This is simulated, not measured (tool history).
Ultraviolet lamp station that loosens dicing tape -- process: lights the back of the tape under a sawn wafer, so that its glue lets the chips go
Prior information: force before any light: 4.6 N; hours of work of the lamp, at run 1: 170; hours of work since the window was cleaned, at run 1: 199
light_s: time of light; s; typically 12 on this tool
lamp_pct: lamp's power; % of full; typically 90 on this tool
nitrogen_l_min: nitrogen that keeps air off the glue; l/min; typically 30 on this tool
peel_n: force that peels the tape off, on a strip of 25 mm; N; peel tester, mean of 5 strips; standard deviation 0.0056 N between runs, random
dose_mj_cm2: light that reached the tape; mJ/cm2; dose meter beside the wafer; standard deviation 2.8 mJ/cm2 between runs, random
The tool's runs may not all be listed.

run,hour,light_s,lamp_pct,nitrogen_l_min,hours of work of the lamp,hours of work since the window was cleaned,peel_n,dose_mj_cm2
1,0,12,90,30,170,199,0.147,372
2,14,12,90,30,180,209,0.149,368
3,36.9,14,90,30,197,226,0.122,429
4,55.3,14,90,30,211,240,0.118,422
5,69.2,14,90,30,221,250,0.128,423
6,92.4,14,90,30,238,267,0.125,419
7,113.6,14,90,30,254,283,0.122,419
8,125.6,7,90,15,263,292,0.548,209
9,148.1,12,77,32,279,309,0.18,304
10,158.5,16,85,34,287,316,0.123,445
11,180.5,16,85,34,303,332,0.119,444
12,191.1,17,85,46,311,340,0.117,475
13,204.2,14,90,14,321,350,0.164,404
14,224.2,12,68,30,336,365,0.251,260

3 options for the next run, each taken on its own from the tool as it stands now. Forecast them:
A,244.9,20,70,9,351,380,?,?
B,244.9,12,90,21,351,380,?,?
C,244.9,21,68,30,351,380,?,?

run,peel_n,dose_mj_cm2
A,0.182,439
B,0.173,342
C,0.124,454
The same runs, with their run-to-run variation unchanged, on a tool lacking any hidden condition would have given:
run,peel_n,dose_mj_cm2
A,0.147,517
B,0.138,403
C,0.117,535
